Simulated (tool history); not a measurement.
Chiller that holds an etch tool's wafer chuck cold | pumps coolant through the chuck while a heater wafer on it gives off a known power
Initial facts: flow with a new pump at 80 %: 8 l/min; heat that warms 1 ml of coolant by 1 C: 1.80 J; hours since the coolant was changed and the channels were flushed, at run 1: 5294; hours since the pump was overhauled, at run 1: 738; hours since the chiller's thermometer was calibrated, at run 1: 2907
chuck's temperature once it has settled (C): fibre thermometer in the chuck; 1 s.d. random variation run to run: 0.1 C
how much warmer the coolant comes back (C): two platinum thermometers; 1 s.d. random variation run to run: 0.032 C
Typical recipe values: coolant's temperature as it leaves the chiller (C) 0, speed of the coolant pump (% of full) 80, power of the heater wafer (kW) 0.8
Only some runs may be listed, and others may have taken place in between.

run,hour,coolant's temperature as it leaves the chiller (C),speed of the coolant pump (% of full),power of the heater wafer (kW),hours since the coolant was changed and the channels were flushed,hours since the pump was overhauled,hours since the chiller's thermometer was calibrated,chuck's temperature once it has settled (C),how much warmer the coolant comes back (C)
1,0,0,80,0.8,5294,738,2907,8.4,3.41
2,22.2,0,97,0.8,5316,760,2929,6.9,2.75
3,45.1,0,97,0.8,5339,783,2952,7.2,2.72
4,63.7,0,97,0.8,5358,801,2971,6.9,2.67
5,95.2,0,97,0.8,5389,833,3002,6.9,2.78
6,134.2,0,97,0.8,5428,872,3041,7.2,2.74
7,162.6,0,97,0.8,5456,900,3070,7.2,2.76
8,186.1,0,97,0.8,5480,924,3093,7.1,2.77
9,205.9,0,97,0.8,5500,944,3113,7.1,2.77
# hour 211.6: chiller's thermometer calibrated
10,230.6,0,97,0.8,5523,967,19,7.5,2.8
11,253.4,-6,80,0.8,5546,990,42,2.9,3.41
12,287.4,-6,80,0.8,5580,1024,76,2.9,3.4
13,320.7,0,81,0.8,5613,1057,109,8.9,3.38
14,346.3,0,81,0.8,5639,1083,135,8.9,3.37
15,371.9,0,81,0.8,5665,1109,160,9,3.31
16,400.8,0,81,0.8,5694,1137,189,9,3.38
17,434.5,0,81,0.8,5727,1171,223,8.9,3.37
18,466.1,0,81,0.8,5759,1203,255,8.8,3.42
19,489.8,0,63,0.481,5783,1226,278,6.7,2.74
20,513.7,-5,82,1.185,5806,1250,302,8,4.96
21,536.5,-9,80,1.013,5829,1273,325,2.5,4.34
22,569.4,-9,80,1.013,5862,1306,358,2.4,4.41
23,596.4,-9,80,1.013,5889,1333,385,2.5,4.29
24,629.3,0,82,0.8,5922,1366,418,8.7,3.33
25,658.1,2,78,0.412,5951,1395,447,7,1.8
26,680.4,2,92,1.029,5973,1417,469,12.5,3.77
27,700.8,1,70,1.029,5994,1437,489,14.1,5.17
28,741.2,-2,68,0.707,6034,1478,530,7.4,3.65
29,773.9,-9,93,0.8,6067,1511,562,-1,2.9
30,808.6,-5,95,0.8,6101,1545,597,2.8,2.81
31,834.2,-5,95,0.8,6127,1571,623,2.8,2.85

Subtracting, for every run, the result it would have given without the tool's unlogged condition from the measured result gives the following. The same run-to-run variation enters both numbers; the gauge's scatter may not:
Hidden state at play: heat passed by the chuck's channels, % of clean ones'; flow at a given pump speed, % of a new pump's; coolant's true temperature over the reading, C; drift of the gauge itself on chuck_c, C; drift of the gauge itself on warmer_back_c, C.
run,chuck's temperature once it has settled (C),how much warmer the coolant comes back (C)
1,+0.8,+0.07
2,+0.5,+0.05
3,+0.6,+0.06
4,+0.6,+0.06
5,+0.6,+0.06
6,+0.6,+0.06
7,+0.7,+0.06
8,+0.6,+0.07
9,+0.7,+0.07
10,+1.1,+0.07
11,+1.3,+0.09
12,+1.3,+0.1
13,+1.3,+0.09
14,+1.3,+0.09
15,+1.3,+0.1
16,+1.4,+0.1
17,+1.3,+0.1
18,+1.3,+0.11
19,+1,+0.09
20,+2,+0.16
21,+1.7,+0.14
22,+1.8,+0.15
23,+1.8,+0.15
24,+1.3,+0.12
25,+0.8,+0.06
26,+1.7,+0.13
27,+2,+0.19
28,+1.5,+0.13
29,+1.3,+0.12
30,+1.2,+0.11
31,+1.3,+0.11
